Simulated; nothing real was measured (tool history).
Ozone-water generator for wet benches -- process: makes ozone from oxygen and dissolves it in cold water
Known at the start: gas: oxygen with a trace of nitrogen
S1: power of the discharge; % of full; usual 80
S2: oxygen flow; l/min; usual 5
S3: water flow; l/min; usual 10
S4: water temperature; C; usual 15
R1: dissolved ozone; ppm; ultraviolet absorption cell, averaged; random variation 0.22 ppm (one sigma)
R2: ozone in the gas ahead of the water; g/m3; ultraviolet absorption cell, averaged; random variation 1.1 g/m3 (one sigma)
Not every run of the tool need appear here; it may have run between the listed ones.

Run 1, hour 0: usual settings. Result: R1 31.7 ppm, R2 192.6 g/m3.
Run 2, hour 208.2: usual settings. Result: R1 31.9 ppm, R2 191.3 g/m3.
Run 3, hour 304.8: usual settings. Result: R1 31.6 ppm, R2 193.4 g/m3.
At hour 416: contactor cleaned.
Run 4, hour 447.6: usual settings but S4 11 C. Result: R1 34.3 ppm, R2 192.9 g/m3.
Run 5, hour 542.9: usual settings but S4 11 C. Result: R1 34.3 ppm, R2 191.6 g/m3.
Run 6, hour 701.6: usual settings but S3 8 l/min. Result: R1 36.4 ppm, R2 192.4 g/m3.
Run 7, hour 869.8: usual settings but S3 8 l/min. Result: R1 36.4 ppm, R2 193.3 g/m3.
Run 8, hour 1025.8: usual settings. Result: R1 32 ppm, R2 194.3 g/m3.
Run 9, hour 1214: usual settings but S1 71 % of full. Result: R1 28.4 ppm, R2 175.3 g/m3.
Run 10, hour 1418.2: usual settings but S2 6.78 l/min. Result: R1 29.5 ppm, R2 161.3 g/m3.
Run 11, hour 1565.9: usual settings but S3 7 l/min. Result: R1 38.6 ppm, R2 194.7 g/m3.
Run 12, hour 1671.7: usual settings. Result: R1 31.6 ppm, R2 197 g/m3.
Run 13, hour 1850.7: usual settings. Result: R1 31.7 ppm, R2 198.1 g/m3.
Run 14, hour 2001.5: usual settings. Result: R1 31.7 ppm, R2 195.4 g/m3.
Run 15, hour 2121.1: usual settings. Result: R1 31.7 ppm, R2 199.2 g/m3.
Run 16, hour 2302.1: usual settings but S2 3.74 l/min. Result: R1 33.4 ppm, R2 236.2 g/m3.
Run 17, hour 2500.9: usual settings but S2 3.74 l/min. Result: R1 34 ppm, R2 237.6 g/m3.
Run 18, hour 2595: usual settings. Result: R1 31.5 ppm, R2 198.5 g/m3.
At hour 2661.9: gauge calibrated.
Run 19, hour 2683.5: usual settings. Result: R1 31.6 ppm, R2 190.2 g/m3.
At hour 2724.2: contactor cleaned.
Run 20, hour 2808.3: usual settings but S1 54 % of full, S2 3.79 l/min, S4 7 C. Result: R1 25.9 ppm, R2 158.7 g/m3.

Run 21 has not been measured yet. What should we expect?
At hour 2950.2: water thermometer calibrated.
Run 21, hour 2970.8: usual settings but S4 13 C. Result: R1 ?, R2 ?.

For run 21 the tool returned R1 33.2 ppm, R2 194 g/m3.
Had the tool carried no hidden state, the very same run would have given R1 33.2 ppm, R2 193.5 g/m3.
